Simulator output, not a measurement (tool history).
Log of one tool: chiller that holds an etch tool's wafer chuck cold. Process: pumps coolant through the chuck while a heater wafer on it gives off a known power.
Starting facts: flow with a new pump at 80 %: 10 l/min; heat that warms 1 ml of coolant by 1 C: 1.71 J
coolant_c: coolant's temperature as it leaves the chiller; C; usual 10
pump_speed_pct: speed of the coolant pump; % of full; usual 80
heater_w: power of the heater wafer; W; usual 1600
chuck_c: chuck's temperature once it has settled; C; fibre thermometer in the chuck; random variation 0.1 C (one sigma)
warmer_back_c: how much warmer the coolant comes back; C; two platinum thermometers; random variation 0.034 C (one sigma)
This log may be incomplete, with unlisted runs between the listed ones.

Run 1, hour 0.0: usual settings. Result: chuck_c 23.4 C, warmer_back_c 5.88 C.
Run 2, hour 67.9: usual settings. Result: chuck_c 23.5 C, warmer_back_c 5.80 C.
Run 3, hour 147.8: usual settings. Result: chuck_c 23.5 C, warmer_back_c 5.79 C.
Run 4, hour 212.8: usual settings but heater_w 2205 W. Result: chuck_c 28.7 C, warmer_back_c 8.05 C.
Run 5, hour 308.8: usual settings but coolant_c 20 C. Result: chuck_c 33.6 C, warmer_back_c 5.88 C.
Run 6, hour 407.6: usual settings but coolant_c 20 C. Result: chuck_c 33.7 C, warmer_back_c 5.90 C.
Run 7, hour 482.5: usual settings but coolant_c 20 C. Result: chuck_c 33.7 C, warmer_back_c 5.92 C.
Run 8, hour 561.0: usual settings but coolant_c 20 C. Result: chuck_c 33.8 C, warmer_back_c 5.87 C.
Run 9, hour 677.3: usual settings but heater_w 2165 W. Result: chuck_c 29.0 C, warmer_back_c 7.94 C.
Run 10, hour 786.5: usual settings but heater_w 2165 W. Result: chuck_c 28.9 C, warmer_back_c 7.93 C.
Run 11, hour 867.4: usual settings. Result: chuck_c 24.0 C, warmer_back_c 5.94 C.
Run 12, hour 983.7: usual settings. Result: chuck_c 24.4 C, warmer_back_c 5.97 C.
Run 13, hour 1048.7: usual settings. Result: chuck_c 24.4 C, warmer_back_c 5.92 C.
Run 14, hour 1167.4: usual settings. Result: chuck_c 24.6 C, warmer_back_c 5.97 C.
Run 15, hour 1242.1: usual settings. Result: chuck_c 24.6 C, warmer_back_c 5.95 C.
At hour 1264.8: coolant changed, channels flushed.
Run 16, hour 1346.5: usual settings. Result: chuck_c 22.0 C, warmer_back_c 6.06 C.
Run 17, hour 1435.0: usual settings but coolant_c 9 C, pump_speed_pct 92 % of full, heater_w 867 W. Result: chuck_c 15.0 C, warmer_back_c 2.78 C.
Run 18, hour 1507.2: usual settings but coolant_c 18 C, pump_speed_pct 62 % of full, heater_w 953 W. Result: chuck_c 27.4 C, warmer_back_c 4.71 C.
Run 19, hour 1585.5: usual settings but coolant_c 18 C, pump_speed_pct 74 % of full, heater_w 953 W. Result: chuck_c 26.0 C, warmer_back_c 3.93 C.
Run 20, hour 1657.5: usual settings but coolant_c 4 C, pump_speed_pct 72 % of full, heater_w 1834 W. Result: chuck_c 19.4 C, warmer_back_c 7.74 C.
Run 21, hour 1772.6: usual settings but coolant_c 2 C, pump_speed_pct 72 % of full, heater_w 1834 W. Result: chuck_c 17.3 C, warmer_back_c 7.80 C.
At hour 1859.0: chiller's thermometer calibrated.
Run 22, hour 1872.9: usual settings but coolant_c 3 C, pump_speed_pct 64 % of full, heater_w 1337 W. Result: chuck_c 15.6 C, warmer_back_c 6.45 C.
Run 23, hour 1932.6: usual settings but coolant_c 18 C, pump_speed_pct 64 % of full, heater_w 1337 W. Result: chuck_c 30.3 C, warmer_back_c 6.53 C.
Run 24, hour 2040.6: usual settings but coolant_c 18 C, pump_speed_pct 64 % of full, heater_w 1337 W. Result: chuck_c 30.7 C, warmer_back_c 6.50 C.
Run 25, hour 2141.4: usual settings but coolant_c 18 C, pump_speed_pct 64 % of full, heater_w 1337 W. Result: chuck_c 30.8 C, warmer_back_c 6.47 C.
Run 26, hour 2251.2: usual settings but coolant_c 5 C, pump_speed_pct 82 % of full. Result: chuck_c 16.8 C, warmer_back_c 5.94 C.
Run 27, hour 2321.9: usual settings but coolant_c 5 C, pump_speed_pct 99 % of full, heater_w 1401 W. Result: chuck_c 13.6 C, warmer_back_c 4.30 C.
Run 28, hour 2399.5: usual settings but coolant_c 5 C, pump_speed_pct 92 % of full, heater_w 1401 W. Result: chuck_c 14.3 C, warmer_back_c 4.65 C.
Run 29, hour 2478.6: usual settings but coolant_c 7 C, pump_speed_pct 61 % of full, heater_w 1401 W. Result: chuck_c 21.4 C, warmer_back_c 7.19 C.
Run 30, hour 2545.9: usual settings but heater_w 1387 W. Result: chuck_c 20.9 C, warmer_back_c 5.30 C.
Run 31, hour 2633.1: usual settings but heater_w 1387 W. Result: chuck_c 20.8 C, warmer_back_c 5.34 C.
Run 32, hour 2687.9: usual settings but heater_w 1387 W. Result: chuck_c 21.0 C, warmer_back_c 5.37 C.

Per-run results on a tool with no hidden state, each run keeping its own random variation:
Hidden conditions of the tool in this case: heat passed by the chuck's channels, % of clean ones'; flow at a given pump speed, % of a new pump's; coolant's true temperature over the reading, C; drift of the gauge itself on chuck_c, C; drift of the gauge itself on warmer_back_c, C.
run  chuck_c  warmer_back_c
  1     20.8           5.67
  2     20.8           5.58
  3     20.8           5.57
  4     24.9           7.73
  5     30.7           5.64
  6     30.7           5.64
  7     30.7           5.65
  8     30.7           5.59
  9     24.7           7.54
 10     24.4           7.51
 11     20.5           5.62
 12     20.8           5.63
 13     20.7           5.57
 14     20.8           5.61
 15     20.7           5.58
 16     20.8           5.68
 17     14.1           2.60
 18     26.3           4.39
 19     25.0           3.66
 20     17.8           7.19
 21     15.5           7.24
 22     14.4           5.97
 23     29.0           6.03
 24     29.4           5.99
 25     29.4           5.95
 26     15.4           5.45
 27     12.5           3.94
 28     13.1           4.26
 29     19.6           6.56
 30     19.5           4.83
 31     19.3           4.86
 32     19.4           4.89
